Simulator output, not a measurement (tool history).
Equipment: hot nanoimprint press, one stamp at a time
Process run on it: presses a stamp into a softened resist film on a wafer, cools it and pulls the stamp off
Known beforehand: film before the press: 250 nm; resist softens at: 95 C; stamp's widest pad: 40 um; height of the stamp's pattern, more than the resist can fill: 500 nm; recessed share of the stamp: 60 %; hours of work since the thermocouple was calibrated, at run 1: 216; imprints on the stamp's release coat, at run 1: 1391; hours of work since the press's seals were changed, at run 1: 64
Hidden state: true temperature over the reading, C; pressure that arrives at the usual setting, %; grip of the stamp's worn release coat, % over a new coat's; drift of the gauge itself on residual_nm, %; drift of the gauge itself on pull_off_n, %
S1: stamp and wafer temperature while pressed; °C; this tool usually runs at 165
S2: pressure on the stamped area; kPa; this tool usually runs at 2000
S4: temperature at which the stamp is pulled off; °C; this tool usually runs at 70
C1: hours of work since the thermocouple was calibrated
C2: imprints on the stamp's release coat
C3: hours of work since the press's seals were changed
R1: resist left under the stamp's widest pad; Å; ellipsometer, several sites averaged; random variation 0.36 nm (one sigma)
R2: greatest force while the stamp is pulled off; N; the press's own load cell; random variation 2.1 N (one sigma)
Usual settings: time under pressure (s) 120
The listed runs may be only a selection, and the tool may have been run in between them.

run 1 hour=0.0 | S1=165 S2=2000 time_under_pressure_(s)=120 S4=70 | C1=216 C2=1391 C3=64 | R1=1308 R2=132
run 2 hour=13.7 | S1=165 S2=2000 time_under_pressure_(s)=120 S4=70 | C1=227 C2=1439 C3=75 | R1=1311 R2=136
run 3 hour=29.3 | S1=165 S2=1530 time_under_pressure_(s)=120 S4=70 | C1=239 C2=1493 C3=87 | R1=1452 R2=140
run 4 hour=40.9 | S1=165 S2=1530 time_under_pressure_(s)=120 S4=70 | C1=248 C2=1534 C3=96 | R1=1450 R2=141
run 5 hour=50.7 | S1=165 S2=1430 time_under_pressure_(s)=120 S4=70 | C1=256 C2=1568 C3=104 | R1=1487 R2=141
run 6 hour=65.1 | S1=165 S2=2000 time_under_pressure_(s)=120 S4=66 | C1=267 C2=1618 C3=115 | R1=1294 R2=152
run 7 hour=84.7 | S1=156 S2=2000 time_under_pressure_(s)=120 S4=70 | C1=283 C2=1687 C3=131 | R1=1864 R2=140
run 8 hour=99.2 | S1=165 S2=2000 time_under_pressure_(s)=120 S4=70 | C1=294 C2=1738 C3=142 | R1=1304 R2=141
-- hour=106.9 plate thermocouple calibrated
run 9 hour=113.0 | S1=165 S2=2000 time_under_pressure_(s)=120 S4=70 | C1=5 C2=1775 C3=151 | R1=1359 R2=151
run 10 hour=126.9 | S1=165 S2=2000 time_under_pressure_(s)=120 S4=70 | C1=16 C2=1824 C3=162 | R1=1366 R2=151
run 11 hour=139.7 | S1=165 S2=2000 time_under_pressure_(s)=120 S4=70 | C1=26 C2=1869 C3=172 | R1=1353 R2=149
run 12 hour=155.6 | S1=165 S2=2000 time_under_pressure_(s)=120 S4=70 | C1=38 C2=1924 C3=184 | R1=1364 R2=152
run 13 hour=173.2 | S1=165 S2=2000 time_under_pressure_(s)=120 S4=70 | C1=52 C2=1986 C3=198 | R1=1360 R2=162
run 14 hour=187.8 | S1=165 S2=2000 time_under_pressure_(s)=120 S4=70 | C1=64 C2=2037 C3=210 | R1=1360 R2=153
run 15 hour=199.9 | S1=165 S2=2000 time_under_pressure_(s)=120 S4=70 | C1=73 C2=2079 C3=219 | R1=1352 R2=160
run 16 hour=208.2 | S1=165 S2=2000 time_under_pressure_(s)=120 S4=70 | C1=80 C2=2108 C3=226 | R1=1355 R2=160
run 17 hour=220.8 | S1=157 S2=2740 time_under_pressure_(s)=120 S4=70 | C1=90 C2=2152 C3=236 | R1=1720 R2=161
run 18 hour=229.7 | S1=165 S2=2910 time_under_pressure_(s)=120 S4=70 | C1=97 C2=2183 C3=243 | R1=1157 R2=162
run 19 hour=248.6 | S1=165 S2=2910 time_under_pressure_(s)=120 S4=70 | C1=112 C2=2249 C3=258 | R1=1157 R2=169
-- hour=273.6 stamp cleaned and given a new release coat
run 20 hour=273.6 | S1=174 S2=2690 time_under_pressure_(s)=120 S4=56 | C1=127 C2=0 C3=273 | R1=753 R2=109
run 21 hour=289.6 | S1=174 S2=3100 time_under_pressure_(s)=148 S4=75 | C1=139 C2=56 C3=285 | R1=641 R2=88
run 22 hour=309.2 | S1=161 S2=2000 time_under_pressure_(s)=60 S4=70 | C1=155 C2=124 C3=301 | R1=1896 R2=98
run 23 hour=326.4 | S1=165 S2=2830 time_under_pressure_(s)=120 S4=70 | C1=168 C2=184 C3=314 | R1=1161 R2=101

Forecast run 24:
run 24 hour=344.2 | S1=165 S2=2000 time_under_pressure_(s)=83 S4=70 | C1=182 C2=246 C3=328 | R1=? R2=?

R1: 1510 Å
R2: 100 N
With the hidden condition absent and the run-to-run variation left alone, this run would have shown R1 1496 Å, R2 93 N.

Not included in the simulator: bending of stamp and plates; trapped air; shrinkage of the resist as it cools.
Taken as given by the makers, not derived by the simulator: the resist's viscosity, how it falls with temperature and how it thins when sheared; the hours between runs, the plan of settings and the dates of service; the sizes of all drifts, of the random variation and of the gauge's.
